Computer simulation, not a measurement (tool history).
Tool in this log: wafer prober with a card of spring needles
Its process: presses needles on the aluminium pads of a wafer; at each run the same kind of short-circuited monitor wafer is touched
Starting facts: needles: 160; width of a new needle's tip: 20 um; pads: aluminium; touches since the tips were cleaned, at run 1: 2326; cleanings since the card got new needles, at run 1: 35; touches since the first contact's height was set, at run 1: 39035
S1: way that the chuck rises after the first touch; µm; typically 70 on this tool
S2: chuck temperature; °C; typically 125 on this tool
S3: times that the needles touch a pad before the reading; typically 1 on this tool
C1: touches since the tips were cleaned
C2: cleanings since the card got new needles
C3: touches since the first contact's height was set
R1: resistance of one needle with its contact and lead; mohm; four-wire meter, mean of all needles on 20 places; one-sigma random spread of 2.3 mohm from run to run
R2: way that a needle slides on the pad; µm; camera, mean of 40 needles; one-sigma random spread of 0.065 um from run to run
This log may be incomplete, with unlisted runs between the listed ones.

run,hour,S1,S2,S3,C1,C2,C3,R1,R2
1,0.0,70,125,1,2326,35,39035,298,12.50
# hour 4.5: tips cleaned on abrasive film
# hour 14.4: tips cleaned on abrasive film
2,15.0,70,125,1,324,37,46656,270,12.45
# hour 23.2: tips cleaned on abrasive film
3,27.3,70,125,1,2069,38,52910,298,12.43
# hour 32.2: tips cleaned on abrasive film
# hour 41.3: tips cleaned on abrasive film
4,41.4,70,125,1,39,40,60066,255,12.47
# hour 50.3: tips cleaned on abrasive film
5,57.2,70,125,1,3531,41,68153,309,12.43
# hour 60.7: tips cleaned on abrasive film
# hour 69.6: tips cleaned on abrasive film
6,71.6,70,125,1,1070,43,75486,289,12.23
# hour 78.3: tips cleaned on abrasive film
# hour 87.8: tips cleaned on abrasive film
7,88.2,70,125,1,223,45,83924,264,12.23
# hour 96.8: tips cleaned on abrasive film
8,97.1,70,125,1,151,46,88432,266,12.34
9,104.9,70,125,1,4152,46,92433,312,12.39
# hour 106.4: tips cleaned on abrasive film
10,114.2,70,125,1,4000,47,97192,311,12.28
# hour 116.0: tips cleaned on abrasive film
# hour 125.0: tips cleaned on abrasive film
11,127.1,70,125,1,1104,49,103731,286,12.24
# hour 133.8: tips cleaned on abrasive film
# hour 142.6: tips cleaned on abrasive film
12,142.6,70,125,1,0,51,111619,265,12.20
# hour 151.6: tips cleaned on abrasive film
13,151.9,70,125,1,157,52,116345,267,12.15
# hour 160.5: tips cleaned on abrasive film
14,165.3,70,125,1,2480,53,123178,300,12.28
# hour 170.2: tips cleaned on abrasive film
# hour 179.7: tips cleaned on abrasive film
15,181.3,70,125,1,807,55,131304,278,12.28
# hour 189.6: tips cleaned on abrasive film
# hour 199.4: tips cleaned on abrasive film
16,199.6,70,125,1,82,57,140594,263,12.12
# hour 200.7: height of the first contact set anew
# hour 209.4: tips cleaned on abrasive film
17,214.3,68,47,2,2515,58,6970,276,11.60
# hour 218.3: tips cleaned on abrasive film
18,225.1,68,47,2,3478,59,12459,282,11.66
# hour 227.6: tips cleaned on abrasive film
19,235.3,63,27,1,3936,60,17631,337,10.64
# hour 237.1: tips cleaned on abrasive film
# hour 245.9: tips cleaned on abrasive film
20,250.2,63,27,1,2196,62,25198,305,10.66
# hour 255.2: tips cleaned on abrasive film
# hour 265.1: tips cleaned on abrasive film
21,265.4,63,27,1,165,64,32955,243,10.58
# hour 274.3: tips cleaned on abrasive film
22,281.6,75,47,1,3717,65,41210,303,12.74
# hour 283.8: tips cleaned on abrasive film
# hour 292.8: tips cleaned on abrasive film
23,293.4,62,125,2,325,67,47192,265,10.42
# hour 300.6: height of the first contact set anew, once more
# hour 302.1: tips cleaned on abrasive film
24,304.9,77,55,3,1398,68,2127,251,13.81
# hour 311.0: tips cleaned on abrasive film
25,313.2,70,108,1,1105,69,6345,284,12.64
# hour 320.7: tips cleaned on abrasive film
# hour 330.8: tips cleaned on abrasive film
26,331.0,85,125,3,125,71,15428,254,15.27
27,338.7,85,125,3,4086,71,19389,266,15.19
# hour 340.2: tips cleaned on abrasive film
# hour 349.6: tips cleaned on abrasive film
28,349.6,85,125,3,0,73,24875,252,15.13
# hour 359.0: tips cleaned on abrasive film
29,359.4,85,125,3,191,74,29878,261,15.14
# hour 369.0: tips cleaned on abrasive film
30,373.5,85,125,3,2330,75,37103,265,15.22
# hour 378.9: tips cleaned on abrasive film
31,384.5,76,57,1,2923,76,42716,296,13.54
# hour 388.4: tips cleaned on abrasive film
# hour 398.0: tips cleaned on abrasive film
32,399.9,76,57,1,976,78,50521,267,13.48

Take each entry between the runs: how does the hidden state at the last listed run before it differ from the hidden state at the first listed run after it?
Run 1 -> run 2: tips cleaned on abrasive film (hour 4.5); tips cleaned on abrasive film (hour 14.4)
  debris on the tips, nm: 75.2 -> 25.4; way that the needles fall short of the set height, um: 0.73 -> 0.96; tips' diameter, um: 21.12 -> 21.2
  difference, measured minus the result without the unlogged condition, R1: +47 -> +16 mohm; R2: -0.13 -> -0.17 µm
Run 2 -> run 3: tips cleaned on abrasive film (hour 23.2)
  debris on the tips, nm: 25.4 -> 72; way that the needles fall short of the set height, um: 0.96 -> 1.08; tips' diameter, um: 21.2 -> 21.24
  difference, measured minus the result without the unlogged condition, R1: +16 -> +46 mohm; R2: -0.17 -> -0.19 µm
Run 3 -> run 4: tips cleaned on abrasive film (hour 32.2); tips cleaned on abrasive film (hour 41.3)
  debris on the tips, nm: 72 -> 6.4; way that the needles fall short of the set height, um: 1.08 -> 1.24; tips' diameter, um: 21.24 -> 21.3
  difference, measured minus the result without the unlogged condition, R1: +46 -> +5 mohm; R2: -0.19 -> -0.22 µm
Run 4 -> run 5: tips cleaned on abrasive film (hour 50.3)
  debris on the tips, nm: 6.4 -> 94.2; way that the needles fall short of the set height, um: 1.24 -> 1.31; tips' diameter, um: 21.3 -> 21.33
  difference, measured minus the result without the unlogged condition, R1: +5 -> +60 mohm; R2: -0.22 -> -0.24 µm
Run 5 -> run 6: tips cleaned on abrasive film (hour 60.7); tips cleaned on abrasive film (hour 69.6)
  debris on the tips, nm: 94.2 -> 49.2; way that the needles fall short of the set height, um: 1.31 -> 1.48; tips' diameter, um: 21.33 -> 21.38
  difference, measured minus the result without the unlogged condition, R1: +60 -> +32 mohm; R2: -0.24 -> -0.27 µm
Run 6 -> run 7: tips cleaned on abrasive film (hour 78.3); tips cleaned on abrasive film (hour 87.8)
  debris on the tips, nm: 49.2 -> 18.7; way that the needles fall short of the set height, um: 1.48 -> 1.65; tips' diameter, um: 21.38 -> 21.44
  difference, measured minus the result without the unlogged condition, R1: +32 -> +13 mohm; R2: -0.27 -> -0.29 µm
Run 7 -> run 8: tips cleaned on abrasive film (hour 96.8)
  debris on the tips, nm: 18.7 -> 17.6; way that the needles fall short of the set height, um: 1.65 -> 1.72; tips' diameter, um: 21.44 -> 21.47
  difference, measured minus the result without the unlogged condition, R1: +13 -> +12 mohm; R2: -0.29 -> -0.32 µm
Run 9 -> run 10: tips cleaned on abrasive film (hour 106.4)
  debris on the tips, nm: 97.7 -> 97; way that the needles fall short of the set height, um: 1.72 -> 1.83; tips' diameter, um: 21.47 -> 21.51
  difference, measured minus the result without the unlogged condition, R1: +64 -> +63 mohm; R2: -0.31 -> -0.33 µm
Run 10 -> run 11: tips cleaned on abrasive film (hour 116.0); tips cleaned on abrasive film (hour 125.0)
  debris on the tips, nm: 97 -> 49; way that the needles fall short of the set height, um: 1.83 -> 2.01; tips' diameter, um: 21.51 -> 21.57
  difference, measured minus the result without the unlogged condition, R1: +63 -> +33 mohm; R2: -0.33 -> -0.36 µm
Run 11 -> run 12: tips cleaned on abrasive film (hour 133.8); tips cleaned on abrasive film (hour 142.6)
  debris on the tips, nm: 49 -> 8.4; way that the needles fall short of the set height, um: 2.01 -> 2.16; tips' diameter, um: 21.57 -> 21.62
  difference, measured minus the result without the unlogged condition, R1: +33 -> +7 mohm; R2: -0.36 -> -0.39 µm
Run 12 -> run 13: tips cleaned on abrasive film (hour 151.6)
  debris on the tips, nm: 8.4 -> 12.5; way that the needles fall short of the set height, um: 2.16 -> 2.27; tips' diameter, um: 21.62 -> 21.66
  difference, measured minus the result without the unlogged condition, R1: +7 -> +10 mohm; R2: -0.39 -> -0.41 µm
Run 13 -> run 14: tips cleaned on abrasive film (hour 160.5)
  debris on the tips, nm: 12.5 -> 71.7; way that the needles fall short of the set height, um: 2.27 -> 2.34; tips' diameter, um: 21.66 -> 21.68
  difference, measured minus the result without the unlogged condition, R1: +10 -> +49 mohm; R2: -0.41 -> -0.42 µm
Run 14 -> run 15: tips cleaned on abrasive film (hour 170.2); tips cleaned on abrasive film (hour 179.7)
  debris on the tips, nm: 71.7 -> 37.1; way that the needles fall short of the set height, um: 2.34 -> 2.54; tips' diameter, um: 21.68 -> 21.75
  difference, measured minus the result without the unlogged condition, R1: +49 -> +26 mohm; R2: -0.42 -> -0.47 µm
Run 15 -> run 16: tips cleaned on abrasive film (hour 189.6); tips cleaned on abrasive film (hour 199.4)
  debris on the tips, nm: 37.1 -> 9.6; way that the needles fall short of the set height, um: 2.54 -> 2.73; tips' diameter, um: 21.75 -> 21.82
  difference, measured minus the result without the unlogged condition, R1: +26 -> +9 mohm; R2: -0.47 -> -0.49 µm
Run 16 -> run 17: height of the first contact set anew (hour 200.7); tips cleaned on abrasive film (hour 209.4)
  debris on the tips, nm: 9.6 -> 78.6; way that the needles fall short of the set height, um: 2.73 -> 3.27; tips' diameter, um: 21.82 -> 21.85
  difference, measured minus the result without the unlogged condition, R1: +9 -> +41 mohm; R2: -0.49 -> -0.58 µm
Run 17 -> run 18: tips cleaned on abrasive film (hour 218.3)
  debris on the tips, nm: 78.6 -> 89.6; way that the needles fall short of the set height, um: 3.27 -> 3.37; tips' diameter, um: 21.85 -> 21.88
  difference, measured minus the result without the unlogged condition, R1: +41 -> +47 mohm; R2: -0.58 -> -0.60 µm
Run 18 -> run 19: tips cleaned on abrasive film (hour 227.6)
  debris on the tips, nm: 89.6 -> 102; way that the needles fall short of the set height, um: 3.37 -> 3.45; tips' diameter, um: 21.88 -> 21.91
  difference, measured minus the result without the unlogged condition, R1: +47 -> +104 mohm; R2: -0.60 -> -0.62 µm
Run 19 -> run 20: tips cleaned on abrasive film (hour 237.1); tips cleaned on abrasive film (hour 245.9)
  debris on the tips, nm: 102 -> 70.4; way that the needles fall short of the set height, um: 3.45 -> 3.64; tips' diameter, um: 21.91 -> 21.98
  difference, measured minus the result without the unlogged condition, R1: +104 -> +73 mohm; R2: -0.62 -> -0.66 µm
Run 20 -> run 21: tips cleaned on abrasive film (hour 255.2); tips cleaned on abrasive film (hour 265.1)
  debris on the tips, nm: 70.4 -> 11.6; way that the needles fall short of the set height, um: 3.64 -> 3.85; tips' diameter, um: 21.98 -> 22.05
  difference, measured minus the result without the unlogged condition, R1: +73 -> +14 mohm; R2: -0.66 -> -0.69 µm
Run 21 -> run 22: tips cleaned on abrasive film (hour 274.3)
  debris on the tips, nm: 11.6 -> 97.2; way that the needles fall short of the set height, um: 3.85 -> 3.93; tips' diameter, um: 22.05 -> 22.08
  difference, measured minus the result without the unlogged condition, R1: +14 -> +70 mohm; R2: -0.69 -> -0.70 µm
Run 22 -> run 23: tips cleaned on abrasive film (hour 283.8); tips cleaned on abrasive film (hour 292.8)
  debris on the tips, nm: 97.2 -> 18.7; way that the needles fall short of the set height, um: 3.93 -> 4.13; tips' diameter, um: 22.08 -> 22.15
  difference, measured minus the result without the unlogged condition, R1: +70 -> +13 mohm; R2: -0.70 -> -0.74 µm
Run 23 -> run 24: height of the first contact set anew, once more (hour 300.6); tips cleaned on abrasive film (hour 302.1)
  debris on the tips, nm: 18.7 -> 54.4; way that the needles fall short of the set height, um: 4.13 -> 0.06; tips' diameter, um: 22.15 -> 22.17
  difference, measured minus the result without the unlogged condition, R1: +13 -> +14 mohm; R2: -0.74 -> -0.01 µm
Run 24 -> run 25: tips cleaned on abrasive film (hour 311.0)
  debris on the tips, nm: 54.4 -> 47.4; way that the needles fall short of the set height, um: 0.06 -> 0.17; tips' diameter, um: 22.17 -> 22.21
  difference, measured minus the result without the unlogged condition, R1: +14 -> +34 mohm; R2: -0.01 -> -0.03 µm
Run 25 -> run 26: tips cleaned on abrasive film (hour 320.7); tips cleaned on abrasive film (hour 330.8)
  debris on the tips, nm: 47.4 -> 14.5; way that the needles fall short of the set height, um: 0.17 -> 0.34; tips' diameter, um: 22.21 -> 22.27
  difference, measured minus the result without the unlogged condition, R1: +34 -> +4 mohm; R2: -0.03 -> -0.06 µm
Run 27 -> run 28: tips cleaned on abrasive film (hour 340.2); tips cleaned on abrasive film (hour 349.6)
  debris on the tips, nm: 99.3 -> 8.4; way that the needles fall short of the set height, um: 0.34 -> 0.53; tips' diameter, um: 22.27 -> 22.33
  difference, measured minus the result without the unlogged condition, R1: +18 -> +3 mohm; R2: -0.06 -> -0.09 µm
Run 28 -> run 29: tips cleaned on abrasive film (hour 359.0)
  debris on the tips, nm: 8.4 -> 15.4; way that the needles fall short of the set height, um: 0.53 -> 0.62; tips' diameter, um: 22.33 -> 22.36
  difference, measured minus the result without the unlogged condition, R1: +3 -> +4 mohm; R2: -0.09 -> -0.11 µm
Run 29 -> run 30: tips cleaned on abrasive film (hour 369.0)
  debris on the tips, nm: 15.4 -> 78.8; way that the needles fall short of the set height, um: 0.62 -> 0.7; tips' diameter, um: 22.36 -> 22.39
  difference, measured minus the result without the unlogged condition, R1: +4 -> +15 mohm; R2: -0.11 -> -0.12 µm
Run 30 -> run 31: tips cleaned on abrasive film (hour 378.9)
  debris on the tips, nm: 78.8 -> 86.8; way that the needles fall short of the set height, um: 0.7 -> 0.78; tips' diameter, um: 22.39 -> 22.42
  difference, measured minus the result without the unlogged condition, R1: +15 -> +58 mohm; R2: -0.12 -> -0.14 µm
Run 31 -> run 32: tips cleaned on abrasive film (hour 388.4); tips cleaned on abrasive film (hour 398.0)
  debris on the tips, nm: 86.8 -> 46.3; way that the needles fall short of the set height, um: 0.78 -> 0.98; tips' diameter, um: 22.42 -> 22.49
  difference, measured minus the result without the unlogged condition, R1: +58 -> +32 mohm; R2: -0.14 -> -0.18 µm
